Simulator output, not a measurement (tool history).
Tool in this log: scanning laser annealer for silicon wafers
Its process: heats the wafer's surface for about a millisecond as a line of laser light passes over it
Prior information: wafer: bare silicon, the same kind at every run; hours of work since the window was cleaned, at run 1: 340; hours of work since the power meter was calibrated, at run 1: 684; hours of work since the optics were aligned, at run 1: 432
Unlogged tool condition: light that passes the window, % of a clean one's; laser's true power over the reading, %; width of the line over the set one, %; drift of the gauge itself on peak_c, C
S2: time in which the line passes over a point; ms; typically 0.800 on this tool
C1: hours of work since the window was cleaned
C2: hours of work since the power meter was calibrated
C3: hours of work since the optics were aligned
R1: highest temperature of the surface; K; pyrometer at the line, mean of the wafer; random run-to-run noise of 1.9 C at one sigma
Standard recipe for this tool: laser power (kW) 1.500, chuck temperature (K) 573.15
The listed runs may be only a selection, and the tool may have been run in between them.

Run 1, hour 0.0: usual settings; C1 340; C2 684; C3 432. Result: R1 1366.15 K.
Run 2, hour 45.2: usual settings but laser power (kW) 1.370; C1 369; C2 713; C3 461. Result: R1 1275.15 K.
Run 3, hour 97.6: usual settings; C1 402; C2 746; C3 494. Result: R1 1359.15 K.
Run 4, hour 167.8: usual settings; C1 447; C2 791; C3 538. Result: R1 1359.15 K.
Run 5, hour 224.1: usual settings but laser power (kW) 1.383; C1 482; C2 827; C3 574. Result: R1 1276.15 K.
Run 6, hour 301.4: usual settings but laser power (kW) 1.383; C1 532; C2 876; C3 623. Result: R1 1275.15 K.
At hour 322.5: window over the wafer cleaned.
Run 7, hour 361.1: usual settings but laser power (kW) 1.383; C1 25; C2 913; C3 660. Result: R1 1267.15 K.
Run 8, hour 422.2: usual settings but laser power (kW) 1.383; C1 63; C2 951; C3 699. Result: R1 1261.15 K.
Run 9, hour 460.6: usual settings but laser power (kW) 1.392, S2 0.566 ms, chuck temperature (K) 563.15; C1 88; C2 976; C3 723. Result: R1 1161.15 K.
Run 10, hour 533.8: usual settings but laser power (kW) 1.510, S2 0.854 ms, chuck temperature (K) 589.15; C1 134; C2 1022; C3 770. Result: R1 1375.15 K.
Run 11, hour 614.1: usual settings but laser power (kW) 1.510, S2 0.854 ms, chuck temperature (K) 589.15; C1 185; C2 1073; C3 821. Result: R1 1370.15 K.
At hour 622.7: window over the wafer cleaned, once more.
Run 12, hour 654.7: usual settings but laser power (kW) 1.377, S2 0.574 ms, chuck temperature (K) 569.15; C1 20; C2 1098; C3 845. Result: R1 1198.15 K.
Run 13, hour 711.0: usual settings but laser power (kW) 1.432, S2 0.779 ms; C1 56; C2 1134; C3 881. Result: R1 1324.15 K.
Run 14, hour 749.8: usual settings; C1 81; C2 1158; C3 906. Result: R1 1375.15 K.
Run 15, hour 830.7: usual settings but laser power (kW) 1.515, chuck temperature (K) 609.15; C1 132; C2 1210; C3 957. Result: R1 1418.15 K.

Here are 3 independent what-if runs from the current tool condition. What would each one return?
Run A, hour 897.5: usual settings but laser power (kW) 1.640, S2 0.688 ms, chuck temperature (K) 609.15; C1 175; C2 1252; C3 1000. Result: R1 ?.
Run B, hour 897.5: usual settings but laser power (kW) 1.487, S2 0.682 ms, chuck temperature (K) 560.15; C1 175; C2 1252; C3 1000. Result: R1 ?.
Run C, hour 897.5: usual settings but laser power (kW) 1.444, S2 0.648 ms, chuck temperature (K) 581.15; C1 175; C2 1252; C3 1000. Result: R1 ?.

run       R1
  A  1443.15
  B  1295.15
  C  1274.15
What these runs would have given with no unlogged condition in the tool:
run       R1
  A  1475.15
  B  1323.15
  C  1301.15

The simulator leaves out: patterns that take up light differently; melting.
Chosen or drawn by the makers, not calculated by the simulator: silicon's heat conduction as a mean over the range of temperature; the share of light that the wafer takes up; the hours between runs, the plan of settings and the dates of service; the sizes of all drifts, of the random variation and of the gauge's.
